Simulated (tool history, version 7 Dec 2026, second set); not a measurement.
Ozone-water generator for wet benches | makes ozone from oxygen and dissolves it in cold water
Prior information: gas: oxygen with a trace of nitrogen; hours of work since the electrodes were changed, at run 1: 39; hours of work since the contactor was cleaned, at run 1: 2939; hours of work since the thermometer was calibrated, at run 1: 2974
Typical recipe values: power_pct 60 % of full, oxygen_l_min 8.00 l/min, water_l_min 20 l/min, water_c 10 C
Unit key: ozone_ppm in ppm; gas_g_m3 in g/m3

run,day,power_pct,oxygen_l_min,water_l_min,water_c,hours of work since the electrodes were changed,hours of work since the contactor was cleaned,hours of work since the thermometer was calibrated,ozone_ppm,gas_g_m3
1,0.000,60,8.00,20,10,39,2939,2974,25.9,179.2
2,1.471,60,4.33,20,10,62,2962,2997,27.0,263.9
3,2.288,60,8.57,20,10,74,2974,3009,25.9,171.5
4,3.775,60,8.57,20,9,97,2997,3032,26.6,171.3
5,4.767,60,8.00,20,10,112,3012,3047,25.8,177.8
6,6.371,69,8.00,20,10,136,3036,3071,30.0,204.0
7,7.054,53,8.00,20,10,147,3047,3081,23.4,158.0
8,8.538,60,8.00,20,10,169,3069,3104,25.8,177.8
9,9.221,60,8.00,20,10,180,3080,3114,25.9,178.3
10,10.154,60,8.00,20,10,194,3094,3129,25.9,179.9
11,11.750,60,13.32,20,10,218,3118,3153,23.5,129.1
12,12.729,60,8.00,20,10,233,3133,3168,26.2,179.8
13,13.962,60,8.00,20,10,252,3152,3186,25.6,178.0
14,15.517,60,8.00,20,10,275,3175,3210,25.6,178.6
15,16.942,60,8.00,20,10,297,3197,3232,26.1,178.4
16,18.342,60,8.00,20,10,318,3218,3253,25.7,177.2
17,19.071,60,8.00,20,10,329,3229,3264,25.9,177.4
18,20.108,60,8.00,20,10,345,3245,3280,25.8,179.8
19,21.296,60,8.00,15,10,363,3263,3298,32.3,177.4
20,22.675,45,5.17,22,9,384,3284,3319,18.8,180.5
21,23.800,45,5.17,22,9,401,3301,3336,19.1,180.8
22,24.588,60,6.54,20,10,413,3313,3348,26.3,201.1
23,26.154,60,6.54,20,10,437,3337,3372,26.2,202.0
24,26.804,49,8.00,21,13,447,3347,3382,19.8,147.7
25,27.588,49,8.00,21,13,459,3359,3393,19.5,148.9
26,28.383,49,8.00,21,13,471,3371,3406,19.9,149.0
27,29.462,45,8.00,20,8,487,3387,3422,20.5,136.3
28,30.246,45,8.00,20,8,499,3399,3434,20.6,138.2
29,31.554,45,8.00,20,17,519,3419,3454,17.8,137.6
30,32.988,90,11.52,24,9,541,3441,3476,30.7,201.5
31,33.808,44,10.04,17,14,553,3453,3488,19.6,115.7
32,34.821,46,8.00,22,18,569,3469,3503,16.2,138.4
33,35.583,46,12.77,22,9,580,3480,3515,17.7,103.8
34,36.279,69,8.00,13,8,591,3491,3526,41.2,202.2

What would each run have given without the hidden state, its run-to-run variation left as it was?
Hidden conditions of the tool in this case: yield of the discharge, % of new electrodes'; contactor's efficiency, % of a clean one's; true water temperature over the reading, C; drift of the gauge itself on ozone_ppm, %; drift of the gauge itself on gas_g_m3, %.
run,ozone_ppm,gas_g_m3
1,27.2,178.8
2,28.3,263.3
3,27.1,171.1
4,27.9,171.0
5,27.1,177.6
6,31.5,203.8
7,24.5,158.0
8,27.1,177.8
9,27.3,178.3
10,27.3,180.0
11,24.8,129.2
12,27.6,180.0
13,27.0,178.3
14,27.0,179.0
15,27.6,178.9
16,27.2,177.7
17,27.4,177.9
18,27.3,180.4
19,34.0,178.1
20,19.9,181.1
21,20.3,181.4
22,27.9,202.1
23,27.8,203.1
24,21.1,148.3
25,20.8,149.5
26,21.1,149.7
27,21.7,136.9
28,21.9,138.9
29,19.0,138.3
30,33.0,203.6
31,20.8,116.3
32,17.3,139.2
33,18.9,104.4
34,43.6,204.1
